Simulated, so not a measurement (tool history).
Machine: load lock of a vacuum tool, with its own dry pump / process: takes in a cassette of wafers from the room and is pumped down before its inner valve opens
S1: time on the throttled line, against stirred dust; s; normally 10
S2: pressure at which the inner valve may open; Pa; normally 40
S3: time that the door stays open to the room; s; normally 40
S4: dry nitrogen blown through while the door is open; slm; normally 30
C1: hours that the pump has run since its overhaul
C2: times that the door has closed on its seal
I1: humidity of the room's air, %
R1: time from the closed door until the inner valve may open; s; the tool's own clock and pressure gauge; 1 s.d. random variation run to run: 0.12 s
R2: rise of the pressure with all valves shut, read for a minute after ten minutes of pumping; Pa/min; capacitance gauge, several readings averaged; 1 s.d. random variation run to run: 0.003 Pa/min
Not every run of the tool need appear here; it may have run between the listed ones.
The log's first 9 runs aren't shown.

run,hour,S1,S2,S3,S4,C1,C2,I1,R1,R2
10,1734.5,10,40,40,30,2213,4016,46.2,17.2,0.063
11,1969.0,10,40,40,30,2447,4441,43.9,17.3,0.061
12,2150.9,10,40,40,30,2629,4771,44.4,17.3,0.066
13,2303.3,10,40,40,30,2781,5048,44.2,17.4,0.065
14,2488.5,10,40,40,30,2967,5384,40.6,17.4,0.069
15,2599.1,10,29,40,30,3077,5585,41.3,17.7,0.070
16,2710.7,10,61,40,30,3189,5787,43.9,16.7,0.073
17,2931.9,10,61,40,30,3410,6189,45.7,17.0,0.080
18,3057.2,9,71,79,6,3535,6416,43.3,15.8,0.125
19,3219.5,9,40,40,21,3698,6711,48.1,16.7,0.092
20,3437.7,14,61,35,4,3916,7107,45.3,19.7,0.106
21,3671.2,14,61,35,4,4149,7530,41.4,19.7,0.106
22,3858.6,11,46,35,4,4337,7871,43.8,18.2,0.111
23,3967.1,10,55,221,29,4445,8068,44.6,17.1,0.146
24,4097.5,6,50,40,6,4576,8304,45.3,14.7,0.116
25,4278.7,6,50,40,6,4757,8633,46.5,14.6,0.120
26,4476.5,10,49,38,4,4955,8992,45.7,17.5,0.128
27,4677.4,6,40,40,14,5156,9357,44.5,15.3,0.114
28,4915.6,12,39,33,13,5394,9789,43.9,19.4,0.107
29,5025.1,12,39,33,13,5503,9988,43.2,19.4,0.111

Forecast run 30:
30,5178.6,7,39,52,13,5657,10266,44.1,?,?

R1: 16.0 s
R2: 0.126 Pa/min
On a tool with no hidden condition, and with the same random variation, this run would have come out at R1 14.9 s, R2 0.063 Pa/min.

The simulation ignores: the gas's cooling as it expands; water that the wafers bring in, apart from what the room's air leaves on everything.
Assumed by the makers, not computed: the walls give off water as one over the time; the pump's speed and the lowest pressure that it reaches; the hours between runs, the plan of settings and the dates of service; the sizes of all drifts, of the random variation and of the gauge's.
